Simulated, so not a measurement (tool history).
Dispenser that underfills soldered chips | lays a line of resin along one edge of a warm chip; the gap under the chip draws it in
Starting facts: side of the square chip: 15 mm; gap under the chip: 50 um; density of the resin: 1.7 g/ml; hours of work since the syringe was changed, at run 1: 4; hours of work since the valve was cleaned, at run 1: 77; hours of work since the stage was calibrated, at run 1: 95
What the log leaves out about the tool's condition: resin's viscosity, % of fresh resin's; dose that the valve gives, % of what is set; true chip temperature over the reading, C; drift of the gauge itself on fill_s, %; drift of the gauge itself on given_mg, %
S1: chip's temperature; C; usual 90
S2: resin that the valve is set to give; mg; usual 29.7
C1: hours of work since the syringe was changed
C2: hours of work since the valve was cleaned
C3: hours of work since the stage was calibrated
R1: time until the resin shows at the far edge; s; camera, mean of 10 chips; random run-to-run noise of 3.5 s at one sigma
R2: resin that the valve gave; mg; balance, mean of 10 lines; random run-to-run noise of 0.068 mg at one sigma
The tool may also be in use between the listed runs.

{"run": 1, "hour": 0.0, "S1": 90, "S2": 29.7, "C1": 4, "C2": 77, "C3": 95, "R1": 421.9, "R2": 28.72}
{"hour": 4.3, "done": "new syringe of resin"}
{"hour": 12.9, "done": "new syringe of resin"}
{"run": 2, "hour": 15.3, "S1": 90, "S2": 29.7, "C1": 2, "C2": 89, "C3": 106, "R1": 390.3, "R2": 28.75}
{"hour": 21.6, "done": "new syringe of resin"}
{"hour": 30.2, "done": "new syringe of resin"}
{"run": 3, "hour": 30.2, "S1": 90, "S2": 29.7, "C1": 0, "C2": 100, "C3": 118, "R1": 356.2, "R2": 28.65}
{"hour": 39.6, "done": "new syringe of resin"}
{"hour": 40.6, "done": "dispensing valve cleaned and set on the balance"}
{"run": 4, "hour": 43.9, "S1": 90, "S2": 29.7, "C1": 3, "C2": 3, "C3": 128, "R1": 396.5, "R2": 29.66}
{"hour": 49.2, "done": "new syringe of resin"}
{"run": 5, "hour": 55.3, "S1": 78, "S2": 29.7, "C1": 5, "C2": 11, "C3": 136, "R1": 838.4, "R2": 29.65}
{"hour": 58.2, "done": "new syringe of resin"}
{"hour": 67.2, "done": "new syringe of resin"}
{"run": 6, "hour": 69.5, "S1": 78, "S2": 35.8, "C1": 2, "C2": 22, "C3": 147, "R1": 699.3, "R2": 35.4}
{"hour": 77.0, "done": "new syringe of resin"}
{"run": 7, "hour": 82.2, "S1": 76, "S2": 29.7, "C1": 4, "C2": 32, "C3": 157, "R1": 887.6, "R2": 29.38}
{"hour": 86.1, "done": "new syringe of resin"}
{"hour": 95.2, "done": "new syringe of resin"}
{"run": 8, "hour": 97.9, "S1": 76, "S2": 29.7, "C1": 2, "C2": 44, "C3": 169, "R1": 806.6, "R2": 29.19}
{"hour": 104.9, "done": "new syringe of resin"}
{"run": 9, "hour": 111.2, "S1": 76, "S2": 29.7, "C1": 5, "C2": 55, "C3": 180, "R1": 947.4, "R2": 29.15}
{"hour": 113.6, "done": "new syringe of resin"}
{"hour": 122.6, "done": "new syringe of resin"}
{"run": 10, "hour": 123.2, "S1": 76, "S2": 29.7, "C1": 0, "C2": 64, "C3": 189, "R1": 740.5, "R2": 29.02}
{"hour": 131.7, "done": "new syringe of resin"}
{"run": 11, "hour": 135.8, "S1": 76, "S2": 29.7, "C1": 3, "C2": 73, "C3": 198, "R1": 838.2, "R2": 28.89}
{"hour": 140.5, "done": "new syringe of resin"}
{"run": 12, "hour": 144.3, "S1": 76, "S2": 29.7, "C1": 3, "C2": 80, "C3": 205, "R1": 858.4, "R2": 28.76}
{"hour": 149.5, "done": "new syringe of resin"}
{"run": 13, "hour": 154.2, "S1": 90, "S2": 33.6, "C1": 4, "C2": 88, "C3": 213, "R1": 427.2, "R2": 32.46}
{"hour": 158.0, "done": "new syringe of resin"}
{"hour": 166.6, "done": "new syringe of resin"}
{"run": 14, "hour": 168.1, "S1": 90, "S2": 33.6, "C1": 1, "C2": 98, "C3": 223, "R1": 374.5, "R2": 32.37}
{"hour": 175.5, "done": "new syringe of resin"}
{"run": 15, "hour": 175.5, "S1": 91, "S2": 28.7, "C1": 0, "C2": 104, "C3": 229, "R1": 340.5, "R2": 27.57}
{"hour": 181.5, "done": "dispensing valve cleaned and set on the balance"}
{"hour": 185.0, "done": "new syringe of resin"}
{"run": 16, "hour": 187.7, "S1": 91, "S2": 28.7, "C1": 2, "C2": 5, "C3": 238, "R1": 380.7, "R2": 28.66}
{"hour": 194.4, "done": "new syringe of resin"}
{"run": 17, "hour": 195.6, "S1": 81, "S2": 31.2, "C1": 1, "C2": 11, "C3": 244, "R1": 600.7, "R2": 31.16}
{"hour": 203.2, "done": "new syringe of resin"}
{"run": 18, "hour": 207.0, "S1": 81, "S2": 31.2, "C1": 3, "C2": 20, "C3": 252, "R1": 661.5, "R2": 30.96}
{"hour": 212.4, "done": "new syringe of resin"}
{"run": 19, "hour": 216.5, "S1": 105, "S2": 30.3, "C1": 3, "C2": 27, "C3": 260, "R1": 207.2, "R2": 30.0}
{"hour": 221.4, "done": "new syringe of resin"}
{"hour": 230.0, "done": "new syringe of resin"}
{"run": 20, "hour": 232.8, "S1": 105, "S2": 30.3, "C1": 2, "C2": 39, "C3": 272, "R1": 203.4, "R2": 29.9}
{"hour": 238.6, "done": "new syringe of resin"}
{"hour": 247.4, "done": "new syringe of resin"}
{"run": 21, "hour": 248.7, "S1": 104, "S2": 37.6, "C1": 1, "C2": 52, "C3": 284, "R1": 192.6, "R2": 36.81}
{"hour": 256.2, "done": "new syringe of resin"}
{"run": 22, "hour": 256.2, "S1": 80, "S2": 35.0, "C1": 0, "C2": 57, "C3": 290, "R1": 593.0, "R2": 34.31}

A few steps of R1 between consecutive runs. Split each: what settings, incoming material and random variation would produce without the hidden state, and what is left over for the hidden state, along with gauge scatter present in only one of the two compared results (measured, and without hidden state):
Run 4 -> 5: S1 90 -> 78, new syringe of resin. R1 +441.9 s: hidden state +140.5, all else +301.4.
Run 9 -> 10: new syringe of resin, new syringe of resin. R1 -206.9 s: hidden state -191.6, all else -15.3.
Run 18 -> 19: S1 81 -> 105, S2 31.2 -> 30.3, new syringe of resin. R1 -454.3 s: hidden state -81.6, all else -372.7.
